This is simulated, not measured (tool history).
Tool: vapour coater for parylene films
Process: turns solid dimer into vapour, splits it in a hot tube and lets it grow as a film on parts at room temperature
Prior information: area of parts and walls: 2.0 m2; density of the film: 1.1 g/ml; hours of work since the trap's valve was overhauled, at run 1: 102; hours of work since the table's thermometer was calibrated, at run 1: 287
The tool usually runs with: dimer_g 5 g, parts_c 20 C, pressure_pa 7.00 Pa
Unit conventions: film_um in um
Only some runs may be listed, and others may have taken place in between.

run   hour  dimer_g  parts_c  pressure_pa  hours of work since the trap's valve was overhauled  hours of work since the table's thermometer was calibrated  film_um
  1    0.0        5       20         7.00                                                  102                                                         287     0.94
  2    7.4        5       20         7.00                                                  106                                                         292     0.93
  3   22.0        5       20         7.00                                                  115                                                         301     0.90
  4   37.5        5       20         7.00                                                  125                                                         311     0.90
  5   53.8        5       20         3.90                                                  135                                                         321     1.03
  6   62.0        4       20         7.00                                                  140                                                         326     0.76
  7   78.8        4       20         7.00                                                  151                                                         337     0.73
  8   91.3        5       20         7.00                                                  159                                                         344     0.89
  9  105.0        5       20         7.00                                                  167                                                         353     0.88
 10  117.4        5       20         5.32                                                  175                                                         361     0.96
 11  126.1        5       17         7.00                                                  180                                                         366     0.96
 12  142.8        6       20         3.03                                                  191                                                         377     1.24
 13  150.3        2       16         6.39                                                  196                                                         381     0.41
 14  165.4        2       16         6.39                                                  205                                                         391     0.40
 15  173.8        2       16         6.39                                                  210                                                         396     0.38

Alternative continuations, all from the tool just after run 15; predict every row:
  A  185.5        5       31         4.97                                                  218                                                         403        ?
  B  185.5        2       17         5.66                                                  218                                                         403        ?
  C  185.5        6       18         7.00                                                  218                                                         403        ?
  D  185.5        4       20         7.00                                                  218                                                         403        ?
  E  185.5        9       20         7.00                                                  218                                                         403        ?

run  film_um
  A     0.73
  B     0.41
  C     1.07
  D     0.68
  E     1.59
Without the tool's unlogged condition, the same runs would have read:
run  film_um
  A     0.82
  B     0.46
  C     1.21
  D     0.77
  E     1.79

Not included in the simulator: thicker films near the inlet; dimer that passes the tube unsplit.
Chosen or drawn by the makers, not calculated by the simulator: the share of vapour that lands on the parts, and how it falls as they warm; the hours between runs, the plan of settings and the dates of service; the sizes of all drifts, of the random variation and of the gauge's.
